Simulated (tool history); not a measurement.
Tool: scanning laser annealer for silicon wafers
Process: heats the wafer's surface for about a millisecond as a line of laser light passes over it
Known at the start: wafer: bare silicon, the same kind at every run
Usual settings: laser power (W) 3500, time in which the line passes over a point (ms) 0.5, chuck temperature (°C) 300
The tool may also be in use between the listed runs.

run    hour  laser power (W)  time in which the line passes over a point (ms)  chuck temperature (°C)  highest temperature of the surface (°C)
  1       0             3500                                              0.5                     300                                     1061
  2    36.3             3500                                              0.5                     306                                     1066
  3    79.9             3500                                            0.438                     300                                     1010
  4   105.9             3500                                            0.438                     300                                     1014
  5   130.5             3500                                              0.5                     300                                     1065
  6   161.1             3500                                            0.371                     300                                      956
  7   186.4             3500                                            0.371                     300                                      953
  8   240.9             3500                                            0.371                     300                                      955
  9   295.1             3500                                            0.371                     300                                      951
 10   321.7             3500                                              0.5                     300                                     1062
 11   347.1             3500                                              0.5                     300                                     1060
 12   391.4             3500                                              0.5                     300                                     1062
 13     425             3500                                              0.5                     300                                     1065
 14   448.2             3500                                              0.5                     300                                     1063
 15     500             3500                                              0.5                     300                                     1067
 16   542.1             3669                                              0.5                     300                                     1101
 17   595.1             3500                                              0.5                     270                                     1033
 18   629.1             3500                                            0.561                     300                                     1113
 19   673.3             3500                                            0.561                     300                                     1108
 20   696.5             3500                                              0.5                     300                                     1062
 21   742.8             3500                                              0.5                     300                                     1063
 22   777.5             3050                                            0.522                     297                                      986
 23   822.7             3050                                            0.522                     297                                      981
 24   862.4             3500                                            0.606                     296                                     1139
        882  -- window over the wafer cleaned
 25     894             3500                                            0.606                     296                                     1141
 26   946.8             3218                                            0.564                     300                                     1050
 27   996.8             3218                                            0.564                     300                                     1055
 28  1030.2             3218                                            0.564                     300                                     1050
 29  1056.1             3616                                            0.492                     308                                     1089

Run 30 comes next. What will it give?
 30  1090.2             3616                                            0.492                     308                                        ?

{"run 30": {"highest temperature of the surface (°C)": 1091}}
Without the tool's hidden state the same run would have given highest temperature of the surface (°C) 1092.
